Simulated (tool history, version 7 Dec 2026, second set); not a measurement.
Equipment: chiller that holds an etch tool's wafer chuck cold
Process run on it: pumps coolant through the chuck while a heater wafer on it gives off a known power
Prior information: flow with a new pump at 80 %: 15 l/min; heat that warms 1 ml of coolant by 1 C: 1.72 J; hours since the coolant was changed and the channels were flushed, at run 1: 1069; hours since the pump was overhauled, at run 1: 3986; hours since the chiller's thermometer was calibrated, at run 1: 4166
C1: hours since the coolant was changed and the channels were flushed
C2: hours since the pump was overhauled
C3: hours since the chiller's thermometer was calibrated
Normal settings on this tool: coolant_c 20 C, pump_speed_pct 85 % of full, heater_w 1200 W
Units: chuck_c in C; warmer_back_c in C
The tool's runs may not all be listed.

Run 1, day 0.000: usual settings; C1 1069; C2 3986; C3 4166. Result: chuck_c 34.1 C, warmer_back_c 2.94 C.
Run 2, day 5.138: usual settings; C1 1192; C2 4109; C3 4289. Result: chuck_c 34.0 C, warmer_back_c 2.85 C.
Run 3, day 8.938: usual settings; C1 1283; C2 4200; C3 4380. Result: chuck_c 34.4 C, warmer_back_c 2.96 C.
Run 4, day 13.229: usual settings but pump_speed_pct 71 % of full; C1 1386; C2 4303; C3 4483. Result: chuck_c 36.6 C, warmer_back_c 3.57 C.
At day 15.921: chiller's thermometer calibrated.
Run 5, day 17.196: usual settings but pump_speed_pct 71 % of full, heater_w 1347 W; C1 1480; C2 4397; C3 31. Result: chuck_c 38.4 C, warmer_back_c 4.06 C.
Run 6, day 19.862: usual settings but heater_w 613 W; C1 1544; C2 4461; C3 95. Result: chuck_c 27.1 C, warmer_back_c 1.52 C.
Run 7, day 22.146: usual settings but heater_w 754 W; C1 1599; C2 4516; C3 149. Result: chuck_c 29.0 C, warmer_back_c 1.85 C.
Run 8, day 25.088: usual settings but coolant_c 21 C, heater_w 754 W; C1 1670; C2 4587; C3 220. Result: chuck_c 29.9 C, warmer_back_c 1.90 C.
Run 9, day 28.338: usual settings; C1 1748; C2 4665; C3 298. Result: chuck_c 34.1 C, warmer_back_c 2.99 C.
Run 10, day 33.529: usual settings but pump_speed_pct 66 % of full; C1 1872; C2 4789; C3 423. Result: chuck_c 37.8 C, warmer_back_c 3.95 C.
At day 35.171: coolant pump overhauled.
Run 11, day 37.608: usual settings but pump_speed_pct 66 % of full, heater_w 714 W; C1 1965; C2 58; C3 515. Result: chuck_c 29.6 C, warmer_back_c 2.08 C.
Run 12, day 43.138: usual settings but coolant_c 21 C, pump_speed_pct 66 % of full, heater_w 714 W; C1 2098; C2 191; C3 648. Result: chuck_c 30.8 C, warmer_back_c 2.03 C.
Run 13, day 46.150: usual settings but coolant_c 21 C, pump_speed_pct 66 % of full, heater_w 714 W; C1 2170; C2 264; C3 721. Result: chuck_c 30.8 C, warmer_back_c 2.09 C.
Run 14, day 48.604: usual settings but coolant_c 21 C, pump_speed_pct 66 % of full, heater_w 714 W; C1 2229; C2 322; C3 779. Result: chuck_c 31.0 C, warmer_back_c 2.04 C.
Run 15, day 53.462: usual settings but heater_w 1307 W; C1 2346; C2 439; C3 896. Result: chuck_c 34.4 C, warmer_back_c 2.89 C.
Run 16, day 55.833: usual settings but heater_w 1307 W; C1 2403; C2 496; C3 953. Result: chuck_c 34.3 C, warmer_back_c 2.91 C.
Run 17, day 59.942: usual settings but heater_w 743 W; C1 2501; C2 595; C3 1052. Result: chuck_c 28.2 C, warmer_back_c 1.64 C.
Run 18, day 65.188: usual settings but coolant_c 12 C, heater_w 1491 W; C1 2627; C2 720; C3 1177. Result: chuck_c 28.9 C, warmer_back_c 3.31 C.
Run 19, day 69.942: usual settings but coolant_c 24 C; C1 2741; C2 834; C3 1291. Result: chuck_c 37.6 C, warmer_back_c 2.70 C.
Run 20, day 73.558: usual settings but coolant_c 22 C, pump_speed_pct 84 % of full, heater_w 907 W; C1 2828; C2 921; C3 1378. Result: chuck_c 32.4 C, warmer_back_c 2.03 C.
Run 21, day 76.346: usual settings but pump_speed_pct 66 % of full, heater_w 1736 W; C1 2895; C2 988; C3 1445. Result: chuck_c 44.7 C, warmer_back_c 5.07 C.
Run 22, day 81.750: usual settings but coolant_c 25 C, pump_speed_pct 66 % of full, heater_w 710 W; C1 3025; C2 1118; C3 1575. Result: chuck_c 35.3 C, warmer_back_c 2.12 C.
Run 23, day 86.942: usual settings but coolant_c 25 C, pump_speed_pct 66 % of full, heater_w 710 W; C1 3149; C2 1243; C3 1699. Result: chuck_c 35.5 C, warmer_back_c 2.11 C.
Run 24, day 92.467: usual settings but coolant_c 15 C; C1 3282; C2 1375; C3 1832. Result: chuck_c 29.0 C, warmer_back_c 2.69 C.
Run 25, day 96.246: usual settings but coolant_c 12 C, heater_w 1012 W; C1 3373; C2 1466; C3 1923. Result: chuck_c 23.9 C, warmer_back_c 2.28 C.
Run 26, day 101.254: usual settings but heater_w 941 W; C1 3493; C2 1586; C3 2043. Result: chuck_c 31.1 C, warmer_back_c 2.11 C.
Run 27, day 105.117: usual settings but coolant_c 14 C, pump_speed_pct 76 % of full; C1 3586; C2 1679; C3 2136. Result: chuck_c 29.7 C, warmer_back_c 3.07 C.

What if the next run were any one of these 3? Each begins from the tool's condition after run 27:
Run A, day 107.600: usual settings but heater_w 660 W; C1 3645; C2 1738; C3 2195. Result: chuck_c ?, warmer_back_c ?.
Run B, day 107.600: usual settings but coolant_c 15 C, pump_speed_pct 61 % of full; C1 3645; C2 1738; C3 2195. Result: chuck_c ?, warmer_back_c ?.
Run C, day 107.600: usual settings but pump_speed_pct 65 % of full, heater_w 1685 W; C1 3645; C2 1738; C3 2195. Result: chuck_c ?, warmer_back_c ?.

run  chuck_c  warmer_back_c
  A     27.9           1.50
  B     34.3           3.95
  C     45.7           5.15
Stripped of hidden state, with their random variation kept, the same runs would have yielded:
run  chuck_c  warmer_back_c
  A     26.5           1.43
  B     31.1           3.77
  C     41.5           4.92
